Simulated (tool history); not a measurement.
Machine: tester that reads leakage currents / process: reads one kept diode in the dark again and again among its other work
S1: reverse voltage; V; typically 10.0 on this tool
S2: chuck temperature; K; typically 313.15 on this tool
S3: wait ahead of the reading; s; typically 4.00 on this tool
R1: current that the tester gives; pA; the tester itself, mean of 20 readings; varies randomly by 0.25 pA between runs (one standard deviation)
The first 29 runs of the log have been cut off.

| run | day | S1 | S2 | S3 | R1 |
|---|---|---|---|---|---|
| 30 | 59.383 | 3.1 | 318.15 | 0.79 | 58.64 |
| 31 | 62.462 | 6.1 | 313.15 | 3.58 | 59.30 |
| 32 | 64.888 | 6.1 | 313.15 | 3.58 | 59.49 |
| 33 | 67.700 | 10.0 | 314.15 | 0.54 | 83.84 |
| 34 | 69.704 | 10.0 | 314.15 | 0.54 | 83.74 |
| 35 | 72.225 | 17.2 | 300.15 | 0.38 | 46.70 |
| 36 | 74.642 | 7.0 | 317.15 | 1.29 | 83.85 |
| 37 | 76.483 | 4.9 | 332.15 | 0.44 | 182.42 |
| 38 | 79.346 | 3.9 | 306.15 | 4.09 | 28.57 |
| 39 | 82.171 | 3.9 | 306.15 | 4.09 | 28.75 |

Forecast each of these 5 alternatives for the next run:
| A | 84.458 | 10.0 | 320.15 | 0.42 | ? |
| B | 84.458 | 14.3 | 323.15 | 1.98 | ? |
| C | 84.458 | 8.0 | 301.15 | 0.80 | ? |
| D | 84.458 | 3.9 | 306.15 | 8.63 | ? |
| E | 84.458 | 10.0 | 313.15 | 7.76 | ? |

| run | R1 |
|---|---|
| A | 123.65 |
| B | 179.36 |
| C | 30.63 |
| D | 28.61 |
| E | 76.55 |
Stripped of hidden state, with their random variation kept, the same runs would have yielded:
| run | R1 |
|---|---|
| A | 131.44 |
| B | 190.63 |
| C | 30.74 |
| D | 30.08 |
| E | 80.32 |
